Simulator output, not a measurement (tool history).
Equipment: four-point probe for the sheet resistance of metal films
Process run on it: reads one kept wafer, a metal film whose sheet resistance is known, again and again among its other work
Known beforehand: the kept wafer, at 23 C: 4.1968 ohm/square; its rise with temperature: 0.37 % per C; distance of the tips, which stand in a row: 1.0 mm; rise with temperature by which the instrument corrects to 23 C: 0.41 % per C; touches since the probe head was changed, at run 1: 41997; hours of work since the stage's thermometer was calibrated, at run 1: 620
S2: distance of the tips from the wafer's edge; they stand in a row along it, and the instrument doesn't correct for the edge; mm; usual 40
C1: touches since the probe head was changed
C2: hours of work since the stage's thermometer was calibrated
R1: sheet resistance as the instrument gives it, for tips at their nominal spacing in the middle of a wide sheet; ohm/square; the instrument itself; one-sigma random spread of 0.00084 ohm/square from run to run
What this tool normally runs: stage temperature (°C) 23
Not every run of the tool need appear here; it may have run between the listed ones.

run 1 hour=0 | stage_temperature_(°C)=23 S2=40 | C1=41997 C2=620 | R1=4.199176
run 2 hour=43.4 | stage_temperature_(°C)=23 S2=40 | C1=44746 C2=651 | R1=4.198052
run 3 hour=115.2 | stage_temperature_(°C)=23 S2=40 | C1=49299 C2=703 | R1=4.197134
run 4 hour=153.8 | stage_temperature_(°C)=23 S2=40 | C1=51744 C2=731 | R1=4.197765
run 5 hour=237.4 | stage_temperature_(°C)=23 S2=40 | C1=57044 C2=792 | R1=4.19974
run 6 hour=320.5 | stage_temperature_(°C)=23 S2=16 | C1=62310 C2=853 | R1=4.205876
run 7 hour=390.3 | stage_temperature_(°C)=23 S2=16 | C1=66731 C2=903 | R1=4.205726
run 8 hour=448.8 | stage_temperature_(°C)=23 S2=16 | C1=70442 C2=946 | R1=4.205661
run 9 hour=525.2 | stage_temperature_(°C)=26 S2=4 | C1=75282 C2=1002 | R1=4.328165
run 10 hour=572 | stage_temperature_(°C)=26 S2=4 | C1=78246 C2=1036 | R1=4.327335

Each row is a separate what-if for the run after 10, all from the same tool condition, not one after another. Results?
run A hour=611.4 | stage_temperature_(°C)=19 S2=40 | C1=80742 C2=1064 | R1=?
run B hour=611.4 | stage_temperature_(°C)=20 S2=4 | C1=80742 C2=1064 | R1=?
run C hour=611.4 | stage_temperature_(°C)=30 S2=55 | C1=80742 C2=1064 | R1=?
run D hour=611.4 | stage_temperature_(°C)=25 S2=17 | C1=80742 C2=1064 | R1=?
run E hour=611.4 | stage_temperature_(°C)=24 S2=4 | C1=80742 C2=1064 | R1=?

run=A R1=4.2057
run=B R1=4.338965
run=C R1=4.186208
run=D R1=4.201208
run=E R1=4.331971
With no hidden state in the tool, these same runs would have given:
run=A R1=4.205833
run=B R1=4.339102
run=C R1=4.186342
run=D R1=4.201342
run=E R1=4.332109

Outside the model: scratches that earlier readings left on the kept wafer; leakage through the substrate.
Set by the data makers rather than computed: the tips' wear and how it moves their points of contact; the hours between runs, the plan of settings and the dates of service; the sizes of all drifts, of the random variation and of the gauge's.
